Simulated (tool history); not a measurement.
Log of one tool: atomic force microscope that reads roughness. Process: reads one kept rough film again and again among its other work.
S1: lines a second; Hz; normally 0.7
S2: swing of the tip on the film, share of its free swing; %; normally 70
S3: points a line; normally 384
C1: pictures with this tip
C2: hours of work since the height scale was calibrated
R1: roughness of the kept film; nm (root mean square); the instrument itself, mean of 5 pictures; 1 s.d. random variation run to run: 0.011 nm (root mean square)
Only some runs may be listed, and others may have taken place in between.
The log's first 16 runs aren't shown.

run 17 hour=691.3 | S1=0.7 S2=70 S3=834 | C1=99 C2=1029 | R1=2.236
run 18 hour=737.5 | S1=0.7 S2=62 S3=834 | C1=172 C2=1058 | R1=2.019
-- hour=742.6 new tip fitted
run 19 hour=765.4 | S1=0.7 S2=65 S3=263 | C1=36 C2=1074 | R1=2.397
run 20 hour=808.8 | S1=0.7 S2=65 S3=263 | C1=105 C2=1101 | R1=2.147
run 21 hour=835.3 | S1=2.384 S2=69 S3=319 | C1=148 C2=1117 | R1=1.904
-- hour=858.2 new tip fitted
run 22 hour=875.3 | S1=2.482 S2=61 S3=270 | C1=28 C2=1141 | R1=2.348
run 23 hour=920 | S1=0.547 S2=65 S3=550 | C1=99 C2=1168 | R1=2.265
-- hour=971.2 new tip fitted
run 24 hour=977.8 | S1=3.393 S2=55 S3=440 | C1=10 C2=1203 | R1=2.454
run 25 hour=1032.8 | S1=3.393 S2=62 S3=399 | C1=98 C2=1237 | R1=2.102
run 26 hour=1078.4 | S1=3.393 S2=60 S3=399 | C1=171 C2=1265 | R1=1.931
-- hour=1084.5 new tip fitted
run 27 hour=1116.9 | S1=0.725 S2=70 S3=619 | C1=52 C2=1288 | R1=2.437
run 28 hour=1173.6 | S1=1.481 S2=68 S3=694 | C1=142 C2=1323 | R1=2.074
-- hour=1197.8 new tip fitted
run 29 hour=1213.2 | S1=2.11 S2=88 S3=947 | C1=24 C2=1347 | R1=2.081
run 30 hour=1267.2 | S1=2.11 S2=88 S3=947 | C1=111 C2=1380 | R1=1.815
-- hour=1313.3 new tip fitted
run 31 hour=1326.5 | S1=2.11 S2=71 S3=762 | C1=21 C2=1416 | R1=2.353
run 32 hour=1368.5 | S1=2.11 S2=71 S3=762 | C1=88 C2=1441 | R1=2.132
run 33 hour=1407.6 | S1=0.7 S2=85 S3=530 | C1=151 C2=1465 | R1=2.002

Consider 5 possible next runs. They are alternatives, not a sequence: every one starts from the tool as it was left by run 33. What does each give?
-- hour=1427.6 new tip fitted
run A hour=1453.6 | S1=0.742 S2=74 S3=384 | C1=41 C2=1493 | R1=?
-- hour=1427.6 new tip fitted
run B hour=1453.6 | S1=0.7 S2=65 S3=942 | C1=41 C2=1493 | R1=?
-- hour=1427.6 new tip fitted
run C hour=1453.6 | S1=0.7 S2=88 S3=416 | C1=41 C2=1493 | R1=?
-- hour=1427.6 new tip fitted
run D hour=1453.6 | S1=0.741 S2=62 S3=530 | C1=41 C2=1493 | R1=?
-- hour=1427.6 new tip fitted
run E hour=1453.6 | S1=1.808 S2=61 S3=722 | C1=41 C2=1493 | R1=?

run=A R1=2.418
run=B R1=2.478
run=C R1=2.308
run=D R1=2.48
run=E R1=2.41
What these runs would have given with no unlogged condition in the tool:
run=A R1=2.557
run=B R1=2.619
run=C R1=2.44
run=D R1=2.622
run=E R1=2.548
